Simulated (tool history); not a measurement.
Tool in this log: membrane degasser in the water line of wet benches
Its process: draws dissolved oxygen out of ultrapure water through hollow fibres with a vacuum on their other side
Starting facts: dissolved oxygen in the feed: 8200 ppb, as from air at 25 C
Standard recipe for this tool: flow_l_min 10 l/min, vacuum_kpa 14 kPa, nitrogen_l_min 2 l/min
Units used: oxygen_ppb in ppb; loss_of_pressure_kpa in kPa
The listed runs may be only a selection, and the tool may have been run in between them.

run 1 hour=0 | flow_l_min=10 vacuum_kpa=14 nitrogen_l_min=2 | oxygen_ppb=150.7 loss_of_pressure_kpa=57.33
run 2 hour=151.9 | flow_l_min=10 vacuum_kpa=14 nitrogen_l_min=2 | oxygen_ppb=152.2 loss_of_pressure_kpa=57.54
run 3 hour=268.1 | flow_l_min=10 vacuum_kpa=14 nitrogen_l_min=2 | oxygen_ppb=150.3 loss_of_pressure_kpa=57.69
run 4 hour=541 | flow_l_min=10 vacuum_kpa=14 nitrogen_l_min=2 | oxygen_ppb=152 loss_of_pressure_kpa=58.35
run 5 hour=655.4 | flow_l_min=10 vacuum_kpa=24 nitrogen_l_min=2 | oxygen_ppb=270.8 loss_of_pressure_kpa=57.69
run 6 hour=865.7 | flow_l_min=10 vacuum_kpa=18.7 nitrogen_l_min=2 | oxygen_ppb=206.1 loss_of_pressure_kpa=58.24
run 7 hour=1138.4 | flow_l_min=10 vacuum_kpa=8.7 nitrogen_l_min=2 | oxygen_ppb=87.8 loss_of_pressure_kpa=58
run 8 hour=1396.5 | flow_l_min=10 vacuum_kpa=8.7 nitrogen_l_min=2 | oxygen_ppb=87.8 loss_of_pressure_kpa=58.09
-- hour=1508.6 seals of the vacuum lines changed
run 9 hour=1623.2 | flow_l_min=10 vacuum_kpa=12.6 nitrogen_l_min=2 | oxygen_ppb=134.8 loss_of_pressure_kpa=58.22
run 10 hour=1869.1 | flow_l_min=10 vacuum_kpa=12.6 nitrogen_l_min=2 | oxygen_ppb=130.6 loss_of_pressure_kpa=58.4
run 11 hour=2123.1 | flow_l_min=10 vacuum_kpa=14 nitrogen_l_min=1.6 | oxygen_ppb=184.7 loss_of_pressure_kpa=58.27
run 12 hour=2365.6 | flow_l_min=10 vacuum_kpa=31.8 nitrogen_l_min=5.04 | oxygen_ppb=157.8 loss_of_pressure_kpa=58.61
run 13 hour=2563.3 | flow_l_min=11 vacuum_kpa=31.8 nitrogen_l_min=4.23 | oxygen_ppb=211.8 loss_of_pressure_kpa=64.2
run 14 hour=2762.9 | flow_l_min=11 vacuum_kpa=31.8 nitrogen_l_min=4.23 | oxygen_ppb=210.3 loss_of_pressure_kpa=64.7
run 15 hour=2943 | flow_l_min=11 vacuum_kpa=31.8 nitrogen_l_min=1.42 | oxygen_ppb=529.9 loss_of_pressure_kpa=64.45
run 16 hour=3117.9 | flow_l_min=11 vacuum_kpa=31.8 nitrogen_l_min=1.42 | oxygen_ppb=531.1 loss_of_pressure_kpa=64.46
run 17 hour=3333.3 | flow_l_min=12 vacuum_kpa=34.9 nitrogen_l_min=1.03 | oxygen_ppb=830.6 loss_of_pressure_kpa=70.1

Run 18 is up next; what results do you expect?
-- hour=3352.5 vacuum gauge calibrated
run 18 hour=3613.6 | flow_l_min=10 vacuum_kpa=14 nitrogen_l_min=4.95 | oxygen_ppb=? loss_of_pressure_kpa=?

oxygen_ppb: 75.4 ppb
loss_of_pressure_kpa: 58.8 kPa
Without the tool's hidden state the same run would have given oxygen_ppb 70.8 ppb, loss_of_pressure_kpa 56.57 kPa.
